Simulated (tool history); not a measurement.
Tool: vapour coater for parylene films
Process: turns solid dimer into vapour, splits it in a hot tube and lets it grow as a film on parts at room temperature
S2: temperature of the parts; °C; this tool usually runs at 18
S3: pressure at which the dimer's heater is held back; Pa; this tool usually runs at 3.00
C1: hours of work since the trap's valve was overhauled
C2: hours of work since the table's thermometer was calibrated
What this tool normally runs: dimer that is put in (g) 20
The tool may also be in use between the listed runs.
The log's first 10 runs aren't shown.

run 11 hour=564.3 | dimer_that_is_put_in_(g)=20 S2=18 S3=3.00 | C1=273 C2=1615 | thickness_of_the_film_(um)=7.09
-- hour=571.6 trap's valve overhauled
-- hour=578.5 table's thermometer calibrated
run 12 hour=633.6 | dimer_that_is_put_in_(g)=20 S2=10 S3=3.00 | C1=34 C2=30 | thickness_of_the_film_(um)=8.86
run 13 hour=708.0 | dimer_that_is_put_in_(g)=20 S2=10 S3=3.00 | C1=75 C2=71 | thickness_of_the_film_(um)=8.72
run 14 hour=742.7 | dimer_that_is_put_in_(g)=20 S2=16 S3=3.00 | C1=94 C2=91 | thickness_of_the_film_(um)=7.68
run 15 hour=818.0 | dimer_that_is_put_in_(g)=30 S2=16 S3=3.00 | C1=135 C2=132 | thickness_of_the_film_(um)=11.41
run 16 hour=872.6 | dimer_that_is_put_in_(g)=30 S2=16 S3=3.00 | C1=165 C2=162 | thickness_of_the_film_(um)=11.30
-- hour=910.9 table's thermometer calibrated, once more
run 17 hour=948.2 | dimer_that_is_put_in_(g)=30 S2=16 S3=3.00 | C1=206 C2=21 | thickness_of_the_film_(um)=11.55
run 18 hour=1018.7 | dimer_that_is_put_in_(g)=30 S2=16 S3=3.00 | C1=245 C2=59 | thickness_of_the_film_(um)=11.52
-- hour=1078.6 trap's valve overhauled
run 19 hour=1094.4 | dimer_that_is_put_in_(g)=30 S2=16 S3=3.00 | C1=9 C2=99 | thickness_of_the_film_(um)=12.12
run 20 hour=1128.2 | dimer_that_is_put_in_(g)=20 S2=18 S3=3.00 | C1=27 C2=118 | thickness_of_the_film_(um)=7.75
run 21 hour=1164.9 | dimer_that_is_put_in_(g)=20 S2=18 S3=3.00 | C1=48 C2=138 | thickness_of_the_film_(um)=7.73
run 22 hour=1210.5 | dimer_that_is_put_in_(g)=20 S2=18 S3=3.00 | C1=73 C2=163 | thickness_of_the_film_(um)=7.71
run 23 hour=1261.3 | dimer_that_is_put_in_(g)=20 S2=18 S3=3.00 | C1=101 C2=191 | thickness_of_the_film_(um)=7.60

Expected results for the next run?
run 24 hour=1304.7 | dimer_that_is_put_in_(g)=36 S2=20 S3=4.22 | C1=125 C2=215 | thickness_of_the_film_(um)=?

thickness of the film (um): 12.26
On a tool with no hidden condition, and with the same random variation, this run would have come out at thickness of the film (um) 12.73.
